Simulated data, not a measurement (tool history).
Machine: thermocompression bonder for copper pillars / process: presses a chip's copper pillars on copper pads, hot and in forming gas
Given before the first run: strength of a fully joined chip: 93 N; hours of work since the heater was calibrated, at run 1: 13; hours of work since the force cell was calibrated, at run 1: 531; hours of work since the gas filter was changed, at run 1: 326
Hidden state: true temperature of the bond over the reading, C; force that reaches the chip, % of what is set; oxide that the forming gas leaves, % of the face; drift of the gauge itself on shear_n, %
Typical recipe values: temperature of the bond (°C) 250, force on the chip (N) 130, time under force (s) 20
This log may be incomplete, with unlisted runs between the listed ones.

run     day  temperature of the bond (°C)  force on the chip (N)  time under force (s)  hours of work since the heater was calibrated  hours of work since the force cell was calibrated  hours of work since the gas filter was changed  force that shears a chip off (N)
  1   0.000                           250                    130                    20                                             13                                                531                                             326                              49.7
  2   0.404                           250                    130                    20                                             18                                                536                                             331                              49.7
  3   0.979                           250                    130                    20                                             25                                                544                                             338                              49.7
  4   1.604                           250                    109                    20                                             33                                                552                                             346                              44.6
  5   2.246                           250                    101                    20                                             41                                                560                                             355                              42.8
  6   2.846                           250                    101                    20                                             49                                                568                                             362                              42.4
  7   3.329                           276                    130                    20                                             55                                                574                                             368                              67.7
  8   3.950                           250                    130                    20                                             63                                                582                                             376                              49.4
  9   4.442                           250                    130                    20                                             69                                                588                                             382                              49.7
      4.888  -- forming gas filter changed
 10   4.971                           250                    130                    20                                             76                                                594                                               1                              49.6
 11   5.404                           250                    130                    20                                             81                                                600                                               7                              49.8
 12   6.096                           250                    130                    20                                             90                                                609                                              15                              49.8
 13   6.500                           250                     86                    20                                             95                                                614                                              21                              38.2
 14   7.083                           250                     86                    20                                            103                                                621                                              28                              38.6
 15   7.550                           250                    130                    19                                            109                                                627                                              34                              48.8
 16   7.938                           250                    130                    20                                            114                                                632                                              39                              49.8
 17   8.362                           250                    130                    56                                            119                                                637                                              44                              67.0
 18   8.779                           250                    130                    20                                            124                                                643                                              50                              50.1
 19   9.342                           250                    130                    20                                            131                                                650                                              57                              49.6
 20   9.771                           250                    130                    20                                            137                                                655                                              62                              49.7
 21  10.258                           229                    170                    20                                            143                                                662                                              68                              42.7
 22  10.625                           244                    151                    19                                            148                                                666                                              73                              49.1
 23  11.033                           250                    135                    42                                            153                                                672                                              78                              63.8
 24  11.733                           220                    113                    59                                            162                                                680                                              87                              41.3
 25  12.388                           270                     97                    59                                            170                                                689                                              95                              72.4
 26  12.962                           231                     97                    31                                            178                                                696                                             103                              35.7
 27  13.458                           231                     97                    31                                            184                                                702                                             109                              35.8
 28  13.783                           250                    130                    12                                            188                                                707                                             113                              41.9
 29  14.417                           225                     80                    20                                            196                                                715                                             121                              23.2
 30  14.888                           225                     80                    20                                            202                                                721                                             127                              23.4
 31  15.542                           273                    105                    18                                            210                                                729                                             136                              57.2
 32  16.092                           250                     88                    18                                            217                                                736                                             143                              37.6
 33  16.754                           250                     82                    17                                            226                                                744                                             151                              34.7
 34  17.146                           250                     82                    17                                            231                                                749                                             156                              34.7
 35  17.625                           250                     88                    23                                            237                                                755                                             162                              41.3
 36  18.112                           246                     88                    25                                            243                                                762                                             168                              39.8
 37  18.783                           246                     88                    25                                            252                                                770                                             177                              39.8
 38  19.308                           250                    104                    23                                            258                                                777                                             184                              45.7
 39  19.962                           268                    130                    49                                            267                                                785                                             192                              76.6
 40  20.296                           268                    130                    49                                            271                                                789                                             196                              76.4

Alternative continuations, all from the tool just after run 40; predict every row:
  A  20.683                           255                    156                    59                                            276                                                794                                             201                                 ?
  B  20.683                           277                     99                    39                                            276                                                794                                             201                                 ?
  C  20.683                           250                    116                    20                                            276                                                794                                             201                                 ?
  D  20.683                           277                    130                    49                                            276                                                794                                             201                                 ?

run  force that shears a chip off (N)
  A                              76.1
  B                              70.8
  C                              46.6
  D                              80.7
With the hidden condition removed and each run's random variation left untouched, the same runs would have given:
run  force that shears a chip off (N)
  A                              76.1
  B                              70.8
  C                              46.6
  D                              80.8

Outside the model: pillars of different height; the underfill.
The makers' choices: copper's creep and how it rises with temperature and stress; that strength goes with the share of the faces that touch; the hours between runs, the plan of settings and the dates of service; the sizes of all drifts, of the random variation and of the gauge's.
